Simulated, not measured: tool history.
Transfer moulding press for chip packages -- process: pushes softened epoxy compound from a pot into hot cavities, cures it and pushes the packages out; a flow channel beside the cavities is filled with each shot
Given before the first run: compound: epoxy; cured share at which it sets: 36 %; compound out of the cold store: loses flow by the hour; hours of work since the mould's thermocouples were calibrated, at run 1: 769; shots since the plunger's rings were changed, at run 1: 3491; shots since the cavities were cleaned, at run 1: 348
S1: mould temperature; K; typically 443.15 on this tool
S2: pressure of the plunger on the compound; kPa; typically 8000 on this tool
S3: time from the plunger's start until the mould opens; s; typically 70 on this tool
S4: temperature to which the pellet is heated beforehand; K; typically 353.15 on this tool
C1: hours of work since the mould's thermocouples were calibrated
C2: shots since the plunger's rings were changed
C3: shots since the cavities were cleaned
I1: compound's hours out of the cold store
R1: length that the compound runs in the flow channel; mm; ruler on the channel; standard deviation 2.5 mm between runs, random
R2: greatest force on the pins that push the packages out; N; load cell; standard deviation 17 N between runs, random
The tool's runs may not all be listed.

run	hour	S1	S2	S3	S4	C1	C2	C3	I1	R1	R2
1	0.0	443.15	8000	70	353.15	769	3491	348	37.6	726	1042
2	31.8	443.15	9770	70	353.15	787	3906	763	44.6	783	1307
# hour 45.5: cavities cleaned with cleaning compound and waxed
3	55.5	443.15	9770	70	353.15	799	4196	131	9.0	846	903
4	87.6	445.15	8000	70	353.15	816	4615	550	29.3	732	1003
# hour 116.4: cavities cleaned with cleaning compound and waxed
5	118.9	443.15	6830	70	353.15	832	5005	34	34.6	668	751
# hour 133.1: mould's thermocouples calibrated
6	170.4	443.15	8000	70	348.15	20	5650	679	13.7	758	1496
# hour 192.2: cavities cleaned with cleaning compound and waxed
7	212.8	440.15	8000	70	353.15	42	6185	269	44.0	711	1290
# hour 263.4: cavities cleaned with cleaning compound and waxed
8	265.2	443.15	9700	70	353.15	70	6849	24	24.3	809	804
# hour 275.1: plunger's sealing rings changed
9	301.3	443.15	9700	70	353.15	88	343	463	12.1	876	1259
10	332.9	436.15	8000	70	353.15	105	756	876	12.3	812	2500
# hour 337.7: cavities cleaned with cleaning compound and waxed
11	375.6	436.15	8000	70	353.15	128	1294	495	12.0	809	2137
# hour 411.2: cavities cleaned with cleaning compound and waxed
12	423.1	436.15	8000	70	353.15	153	1894	155	16.4	800	1539
13	468.7	436.15	8670	70	353.15	177	2489	750	34.0	792	2275
# hour 484.1: cavities cleaned with cleaning compound and waxed
14	494.5	436.15	8670	70	353.15	191	2807	136	45.6	770	1425
15	534.6	448.15	8380	72	353.15	212	3331	660	30.7	753	924
# hour 555.8: cavities cleaned with cleaning compound and waxed
16	558.7	446.15	8190	64	348.15	225	3625	38	31.1	744	894
17	608.9	443.15	7400	86	347.15	252	4280	693	15.6	736	847
# hour 628.8: cavities cleaned with cleaning compound and waxed
18	654.0	446.15	6050	87	353.15	276	4850	330	17.1	655	665
19	690.2	447.15	6050	54	347.15	295	5322	802	47.5	603	2300
# hour 700.5: cavities cleaned with cleaning compound and waxed
20	737.7	447.15	6050	54	347.15	320	5923	485	19.0	649	2159
21	760.4	443.15	8000	52	353.15	332	6219	781	8.2	771	3162
# hour 771.5: cavities cleaned with cleaning compound and waxed
22	797.3	443.15	8000	52	353.15	352	6681	336	9.3	767	2419
# hour 819.4: plunger's sealing rings changed
23	820.4	438.15	8000	99	344.15	363	13	606	10.4	811	854
# hour 847.2: cavities cleaned with cleaning compound and waxed
24	859.7	438.15	8000	99	344.15	383	507	164	42.0	748	594
25	883.6	438.15	8000	99	344.15	396	818	475	36.0	760	779
# hour 917.7: cavities cleaned with cleaning compound and waxed
26	917.7	438.15	8000	99	344.15	414	1244	0	29.6	769	477
27	940.8	438.15	8000	105	358.15	426	1545	301	47.9	733	624

3 ways to go on from here, each from the tool as it stands after run 27. What would each give?
A	970.0	443.15	8000	105	358.15	442	1927	683	25.0	?	?
B	970.0	439.15	8000	70	347.15	442	1927	683	31.4	?	?
C	970.0	443.15	8000	87	353.15	442	1927	683	13.9	?	?

run	R1	R2
A	761	736
B	757	1790
C	780	810
Stripped of hidden state, with their random variation kept, the same runs would have yielded:
run	R1	R2
A	776	422
B	772	1108
C	795	482
